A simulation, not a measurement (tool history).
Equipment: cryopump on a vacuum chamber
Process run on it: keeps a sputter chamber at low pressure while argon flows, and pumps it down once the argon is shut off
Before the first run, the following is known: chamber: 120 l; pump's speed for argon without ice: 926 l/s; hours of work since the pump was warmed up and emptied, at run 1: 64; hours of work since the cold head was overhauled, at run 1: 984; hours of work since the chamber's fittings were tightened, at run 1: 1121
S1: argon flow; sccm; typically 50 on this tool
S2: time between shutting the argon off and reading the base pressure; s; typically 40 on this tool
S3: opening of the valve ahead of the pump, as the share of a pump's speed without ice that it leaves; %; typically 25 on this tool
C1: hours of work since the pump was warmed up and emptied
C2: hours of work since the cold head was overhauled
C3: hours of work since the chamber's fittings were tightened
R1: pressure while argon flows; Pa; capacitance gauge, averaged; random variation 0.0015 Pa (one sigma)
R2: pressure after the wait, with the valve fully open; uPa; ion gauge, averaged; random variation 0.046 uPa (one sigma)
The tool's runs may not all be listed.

| run | hour | S1 | S2 | S3 | C1 | C2 | C3 | R1 | R2 |
|---|---|---|---|---|---|---|---|---|---|
| 1 | 0 | 50 | 40 | 25 | 64 | 984 | 1121 | 0.369 | 3.11 |
| 2 | 53.5 | 50 | 40 | 25 | 98 | 1018 | 1155 | 0.3693 | 3.13 |
| 3 | 105.7 | 50 | 40 | 25 | 131 | 1051 | 1189 | 0.371 | 3.23 |
| 4 | 158.9 | 50 | 40 | 25 | 165 | 1085 | 1223 | 0.3718 | 3.26 |
| 5 | 187.9 | 50 | 40 | 25 | 184 | 1104 | 1241 | 0.3733 | 3.23 |
| 6 | 228.8 | 50 | 40 | 25 | 210 | 1130 | 1267 | 0.371 | 3.25 |
| 7 | 270.1 | 50 | 40 | 18 | 236 | 1156 | 1294 | 0.516 | 3.42 |
| 8 | 318.7 | 50 | 40 | 18 | 267 | 1187 | 1325 | 0.5187 | 3.25 |
| 9 | 369.8 | 50 | 40 | 25 | 300 | 1220 | 1357 | 0.3751 | 3.26 |
| 10 | 392.8 | 50 | 40 | 25 | 315 | 1235 | 1372 | 0.3773 | 3.35 |
| 11 | 415.9 | 46 | 40 | 25 | 329 | 1250 | 1387 | 0.3466 | 3.42 |
| 12 | 458.3 | 46 | 136 | 25 | 357 | 1277 | 1414 | 0.3468 | 1.65 |
| 13 | 499.2 | 46 | 97 | 25 | 383 | 1303 | 1440 | 0.3496 | 1.91 |
| 14 | 547 | 46 | 97 | 25 | 413 | 1333 | 1471 | 0.3457 | 2.01 |
| 15 | 570.1 | 46 | 97 | 25 | 428 | 1348 | 1485 | 0.3498 | 2.01 |
| 16 | 596.7 | 50 | 40 | 25 | 445 | 1365 | 1502 | 0.3813 | 3.49 |
| 17 | 620.2 | 50 | 40 | 25 | 460 | 1380 | 1517 | 0.3777 | 3.5 |
| 18 | 672.2 | 50 | 211 | 38 | 493 | 1413 | 1551 | 0.2569 | 1.56 |
| 19 | 712.4 | 26 | 48 | 38 | 519 | 1439 | 1576 | 0.1342 | 3.06 |
| 20 | 766.5 | 25 | 48 | 43 | 553 | 1473 | 1611 | 0.1149 | 3.15 |
| 21 | 793.7 | 26 | 210 | 19 | 571 | 1491 | 1628 | 0.26 | 1.58 |
| 22 | 842.2 | 50 | 74 | 25 | 602 | 1522 | 1659 | 0.3872 | 2.45 |
| 23 | 873.6 | 56 | 69 | 40 | 622 | 1542 | 1679 | 0.2791 | 2.62 |
| 24 | 911.3 | 51 | 69 | 55 | 646 | 1566 | 1703 | 0.1919 | 2.65 |
| 25 | 954.4 | 51 | 69 | 55 | 673 | 1593 | 1731 | 0.1931 | 2.62 |
| 26 | 980.3 | 96 | 28 | 55 | 690 | 1610 | 1747 | 0.3638 | 4.55 |
| 27 | 1018.7 | 96 | 32 | 55 | 715 | 1635 | 1772 | 0.3696 | 4.21 |
| 28 | 1064.4 | 68 | 275 | 25 | 744 | 1664 | 1801 | 0.5308 | 1.57 |
| 29 | 1099.3 | 68 | 275 | 25 | 766 | 1686 | 1823 | 0.5358 | 1.62 |
| 30 | 1151.6 | 22 | 180 | 19 | 799 | 1719 | 1857 | 0.2228 | 1.84 |
| 31 | 1198.6 | 96 | 40 | 38 | 829 | 1749 | 1887 | 0.5217 | 3.79 |
| 32 | 1246.7 | 80 | 30 | 25 | 860 | 1780 | 1918 | 0.635 | 4.56 |
|  | 1275.7 | pump warmed up, emptied and cooled again |
| 33 | 1297.9 | 70 | 36 | 30 | 14 | 1810 | 1947 | 0.4322 | 3.71 |
| 34 | 1322.3 | 50 | 34 | 47 | 30 | 1825 | 1963 | 0.1966 | 3.92 |

Same runs, no hidden state in the tool, same run-to-run variation:
Hidden state at play: pump's speed, % of a pump's without ice; cold plate's temperature, K; leak into the chamber, uPa l/s; drift of the gauge itself on working_pa, %; drift of the gauge itself on base_upa, %.
| run | R1 | R2 |
|---|---|---|
| 1 | 0.3659 | 2.67 |
| 2 | 0.3653 | 2.67 |
| 3 | 0.366 | 2.73 |
| 4 | 0.3658 | 2.74 |
| 5 | 0.3668 | 2.71 |
| 6 | 0.3637 | 2.72 |
| 7 | 0.5079 | 2.85 |
| 8 | 0.5096 | 2.68 |
| 9 | 0.365 | 2.67 |
| 10 | 0.3667 | 2.75 |
| 11 | 0.3364 | 2.79 |
| 12 | 0.336 | 1.02 |
| 13 | 0.3379 | 1.27 |
| 14 | 0.3332 | 1.33 |
| 15 | 0.3367 | 1.32 |
| 16 | 0.3665 | 2.79 |
| 17 | 0.3626 | 2.79 |
| 18 | 0.2404 | 0.81 |
| 19 | 0.1252 | 2.32 |
| 20 | 0.1055 | 2.36 |
| 21 | 0.2499 | 0.79 |
| 22 | 0.3665 | 1.63 |
| 23 | 0.2553 | 1.78 |
| 24 | 0.1692 | 1.79 |
| 25 | 0.1692 | 1.74 |
| 26 | 0.3177 | 3.68 |
| 27 | 0.3208 | 3.31 |
| 28 | 0.4949 | 0.64 |
| 29 | 0.4985 | 0.67 |
| 30 | 0.2101 | 0.85 |
| 31 | 0.4635 | 2.78 |
| 32 | 0.5843 | 3.53 |
| 33 | 0.4294 | 2.99 |
| 34 | 0.1942 | 3.19 |

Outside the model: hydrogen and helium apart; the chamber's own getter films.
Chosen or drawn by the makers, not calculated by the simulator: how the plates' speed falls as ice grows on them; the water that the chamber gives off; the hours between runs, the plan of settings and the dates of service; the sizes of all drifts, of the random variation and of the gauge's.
